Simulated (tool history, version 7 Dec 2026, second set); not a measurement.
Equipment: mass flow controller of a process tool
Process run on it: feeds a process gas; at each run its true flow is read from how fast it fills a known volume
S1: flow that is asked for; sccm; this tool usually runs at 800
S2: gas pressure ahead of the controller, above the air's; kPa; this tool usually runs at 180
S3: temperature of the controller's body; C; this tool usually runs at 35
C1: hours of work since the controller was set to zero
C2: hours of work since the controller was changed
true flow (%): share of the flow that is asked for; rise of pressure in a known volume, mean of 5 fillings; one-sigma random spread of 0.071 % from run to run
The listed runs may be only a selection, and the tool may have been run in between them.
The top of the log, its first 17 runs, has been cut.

Run 18, hour 5888.7: usual settings but S2 208 kPa; C1 6901; C2 6901. Result: true flow (%) 99.71.
Run 19, hour 6116.2: usual settings; C1 7081; C2 7081. Result: true flow (%) 99.46.
At hour 6146.3: controller exchanged for a calibrated one.
Run 20, hour 6457.1: usual settings but S2 201 kPa; C1 246; C2 246. Result: true flow (%) 99.60.
Run 21, hour 6850.6: usual settings; C1 559; C2 559. Result: true flow (%) 99.27.
Run 22, hour 7263.7: usual settings; C1 886; C2 886. Result: true flow (%) 99.33.
Run 23, hour 7544.9: usual settings but S1 402 sccm; C1 1109; C2 1109. Result: true flow (%) 98.73.
Run 24, hour 7823.3: usual settings but S1 402 sccm, S2 221 kPa; C1 1330; C2 1330. Result: true flow (%) 99.07.
Run 25, hour 8256.6: usual settings but S1 419 sccm, S2 189 kPa, S3 27 C; C1 1674; C2 1674. Result: true flow (%) 98.18.
Run 26, hour 8514.7: usual settings but S1 119 sccm, S2 191 kPa, S3 36 C; C1 1878; C2 1878. Result: true flow (%) 98.39.
Run 27, hour 8860.0: usual settings but S1 613 sccm, S2 267 kPa; C1 2152; C2 2152. Result: true flow (%) 99.53.
Run 28, hour 9099.4: usual settings but S1 613 sccm, S2 267 kPa; C1 2342; C2 2342. Result: true flow (%) 99.40.
At hour 9301.5: gauge calibrated.
Run 29, hour 9598.6: usual settings but S1 116 sccm, S2 161 kPa; C1 2738; C2 2738. Result: true flow (%) 99.19.
Run 30, hour 9821.5: usual settings but S1 745 sccm, S2 197 kPa, S3 22 C; C1 2915; C2 2915. Result: true flow (%) 99.36.
Run 31, hour 10063.6: usual settings but S1 745 sccm, S2 197 kPa, S3 22 C; C1 3107; C2 3107. Result: true flow (%) 99.36.

Run 32 comes next. What will it give?
Run 32, hour 10348.0: usual settings but S1 432 sccm, S2 228 kPa, S3 27 C; C1 3332; C2 3332. Result: true flow (%) ?.

true flow (%): 99.36
Had the tool carried no hidden state, the very same run would have given true flow (%) 99.50.
